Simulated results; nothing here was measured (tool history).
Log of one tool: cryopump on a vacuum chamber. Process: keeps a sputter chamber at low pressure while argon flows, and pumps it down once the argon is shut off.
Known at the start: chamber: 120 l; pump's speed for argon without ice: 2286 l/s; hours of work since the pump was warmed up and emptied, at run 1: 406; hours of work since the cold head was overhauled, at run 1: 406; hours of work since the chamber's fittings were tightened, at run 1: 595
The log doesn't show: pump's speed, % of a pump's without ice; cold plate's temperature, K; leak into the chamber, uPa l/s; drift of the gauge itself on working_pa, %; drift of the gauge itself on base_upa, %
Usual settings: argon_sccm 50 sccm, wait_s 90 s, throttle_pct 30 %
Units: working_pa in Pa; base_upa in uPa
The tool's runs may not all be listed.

run   hour  argon_sccm  wait_s  throttle_pct  hours of work since the pump was warmed up and emptied  hours of work since the cold head was overhauled  hours of work since the chamber's fittings were tightened  working_pa  base_upa
  1      0          50      90            30                                                     406                                               406                                                        595      0.1269      0.88
  2   11.3          50      90            30                                                     413                                               413                                                        602      0.1272       0.9
  3   28.5          50     142            30                                                     424                                               424                                                        613      0.1275      0.82
  4   45.9          50     142            30                                                     435                                               435                                                        624       0.128       0.8
  5   61.6          50      90            30                                                     444                                               444                                                        633      0.1288      0.91
  6   80.9          50      90            30                                                     457                                               457                                                        646      0.1285      0.93
  7   95.8          50      25            30                                                     466                                               466                                                        655      0.1294      1.28
  8  113.7          36      90            49                                                     477                                               477                                                        666       0.058      0.95
  9  127.4          50      22            45                                                     486                                               486                                                        675      0.0874      1.43
 10  144.4          33      30            27                                                     496                                               496                                                        686       0.094      1.29
 11  154.5          33      30            27                                                     503                                               503                                                        692      0.0938      1.24
 12    172          33      30            27                                                     514                                               514                                                        703      0.0935      1.25
 13  190.7          44      28            24                                                     526                                               526                                                        715      0.1417      1.27

Forecast each of these 3 alternatives for the next run:
  A   205          93      20            30                                                     535                                               535                                                        724           ?         ?
  B   205          32      28            19                                                     535                                               535                                                        724           ?         ?
  C   205          58      90            33                                                     535                                               535                                                        724           ?         ?

run  working_pa  base_upa
  A      0.2418      1.48
  B      0.1292      1.32
  C      0.1361      1.03
Without the tool's hidden state the same runs would have given:
run  working_pa  base_upa
  A      0.2305      0.77
  B      0.1253       0.6
  C      0.1291       0.3

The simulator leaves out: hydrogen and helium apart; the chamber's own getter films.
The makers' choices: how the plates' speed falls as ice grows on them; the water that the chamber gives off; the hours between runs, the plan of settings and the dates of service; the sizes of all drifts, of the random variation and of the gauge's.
